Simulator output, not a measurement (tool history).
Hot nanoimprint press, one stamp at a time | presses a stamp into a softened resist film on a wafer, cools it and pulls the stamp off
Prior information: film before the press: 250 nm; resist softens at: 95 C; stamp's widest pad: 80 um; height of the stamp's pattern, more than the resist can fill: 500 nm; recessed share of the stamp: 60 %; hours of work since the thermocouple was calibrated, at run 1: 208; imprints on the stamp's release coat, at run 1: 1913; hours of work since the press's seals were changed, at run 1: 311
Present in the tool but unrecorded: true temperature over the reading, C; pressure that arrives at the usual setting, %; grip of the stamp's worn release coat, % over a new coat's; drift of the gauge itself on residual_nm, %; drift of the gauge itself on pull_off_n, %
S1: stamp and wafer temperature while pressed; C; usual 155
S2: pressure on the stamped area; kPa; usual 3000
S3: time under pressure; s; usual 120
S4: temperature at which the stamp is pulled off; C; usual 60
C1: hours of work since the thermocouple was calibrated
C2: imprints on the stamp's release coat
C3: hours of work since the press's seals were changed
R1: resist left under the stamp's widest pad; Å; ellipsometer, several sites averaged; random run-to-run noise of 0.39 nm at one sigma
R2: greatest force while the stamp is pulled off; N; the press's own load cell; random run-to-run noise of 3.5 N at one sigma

run 1 hour=0 | S1=155 S2=3000 S3=120 S4=60 | C1=208 C2=1913 C3=311 | R1=864 R2=298
run 2 hour=18.3 | S1=152 S2=3000 S3=120 S4=60 | C1=222 C2=1959 C3=325 | R1=984 R2=304
run 3 hour=30 | S1=152 S2=3000 S3=120 S4=60 | C1=231 C2=1989 C3=334 | R1=993 R2=297
run 4 hour=47.2 | S1=152 S2=3000 S3=120 S4=60 | C1=244 C2=2032 C3=347 | R1=993 R2=291
run 5 hour=57.4 | S1=152 S2=3000 S3=120 S4=60 | C1=251 C2=2057 C3=354 | R1=986 R2=301
run 6 hour=66.7 | S1=152 S2=3000 S3=120 S4=60 | C1=258 C2=2081 C3=361 | R1=982 R2=308
run 7 hour=77.5 | S1=152 S2=3000 S3=120 S4=60 | C1=267 C2=2108 C3=370 | R1=983 R2=306
run 8 hour=85.8 | S1=155 S2=3000 S3=120 S4=60 | C1=273 C2=2129 C3=376 | R1=872 R2=306
run 9 hour=101 | S1=155 S2=3000 S3=120 S4=60 | C1=284 C2=2167 C3=387 | R1=876 R2=322
-- hour=105.6 plate thermocouple calibrated
run 10 hour=121.5 | S1=146 S2=3000 S3=120 S4=60 | C1=12 C2=2212 C3=400 | R1=1247 R2=312
-- hour=141.4 stamp cleaned and given a new release coat
run 11 hour=145.5 | S1=165 S2=3000 S3=120 S4=60 | C1=25 C2=11 C3=414 | R1=593 R2=168
run 12 hour=158.4 | S1=165 S2=3000 S3=120 S4=60 | C1=35 C2=43 C3=423 | R1=593 R2=165
run 13 hour=172.3 | S1=165 S2=3000 S3=120 S4=60 | C1=46 C2=78 C3=434 | R1=596 R2=171
-- hour=176.9 plate thermocouple calibrated, once more
run 14 hour=195.1 | S1=155 S2=3000 S3=203 S4=60 | C1=14 C2=128 C3=449 | R1=756 R2=172
run 15 hour=206 | S1=155 S2=3000 S3=143 S4=60 | C1=22 C2=156 C3=457 | R1=839 R2=176
run 16 hour=225.2 | S1=155 S2=3000 S3=143 S4=60 | C1=36 C2=204 C3=471 | R1=843 R2=189
run 17 hour=235.1 | S1=155 S2=3000 S3=143 S4=60 | C1=44 C2=229 C3=479 | R1=837 R2=186
run 18 hour=253.9 | S1=156 S2=1960 S3=91 S4=65 | C1=58 C2=276 C3=493 | R1=1212 R2=168
run 19 hour=273.5 | S1=155 S2=3000 S3=120 S4=64 | C1=72 C2=326 C3=508 | R1=896 R2=174
run 20 hour=291.2 | S1=155 S2=3000 S3=120 S4=64 | C1=86 C2=370 C3=521 | R1=901 R2=167
run 21 hour=305.7 | S1=165 S2=3000 S3=120 S4=64 | C1=97 C2=407 C3=532 | R1=618 R2=178
run 22 hour=313.8 | S1=165 S2=2180 S3=120 S4=64 | C1=103 C2=427 C3=538 | R1=746 R2=173
run 23 hour=325.8 | S1=155 S2=1910 S3=76 S4=60 | C1=112 C2=457 C3=547 | R1=1337 R2=202
run 24 hour=336.7 | S1=155 S2=2390 S3=100 S4=60 | C1=120 C2=485 C3=555 | R1=1086 R2=202
run 25 hour=353.1 | S1=162 S2=2390 S3=100 S4=60 | C1=132 C2=526 C3=567 | R1=832 R2=195
run 26 hour=366.5 | S1=155 S2=3000 S3=220 S4=60 | C1=142 C2=560 C3=577 | R1=725 R2=203
run 27 hour=385.1 | S1=155 S2=3000 S3=220 S4=60 | C1=156 C2=607 C3=591 | R1=727 R2=196
run 28 hour=395.6 | S1=155 S2=3000 S3=155 S4=48 | C1=164 C2=633 C3=599 | R1=820 R2=271
run 29 hour=413.1 | S1=155 S2=3000 S3=120 S4=55 | C1=177 C2=677 C3=612 | R1=894 R2=243

Take each entry between the runs: how does the hidden state at the last listed run before it differ from the hidden state at the first listed run after it?
From run 9 to run 10: plate thermocouple calibrated (hour 105.6)
  true temperature over the reading, C: 0.59 -> 0.85; pressure that arrives at the usual setting, %: 98.21 -> 98.14; grip of the stamp's worn release coat, % over a new coat's: 87.7 -> 89.8
  measured value less the no-hidden-state value, R1: -10 -> -32 Å; R2: +148 -> +143 N
From run 10 to run 11: stamp cleaned and given a new release coat (hour 141.4)
  true temperature over the reading, C: 0.85 -> 0.88; pressure that arrives at the usual setting, %: 98.14 -> 98.07; grip of the stamp's worn release coat, % over a new coat's: 89.8 -> 0.4
  measured value less the no-hidden-state value, R1: -32 -> -11 Å; R2: +143 -> -4 N
From run 13 to run 14: plate thermocouple calibrated, once more (hour 176.9)
  true temperature over the reading, C: 0.92 -> -0.15; pressure that arrives at the usual setting, %: 97.96 -> 97.87; grip of the stamp's worn release coat, % over a new coat's: 2.8 -> 4.6
  measured value less the no-hidden-state value, R1: -12 -> +14 Å; R2: +0 -> +8 N
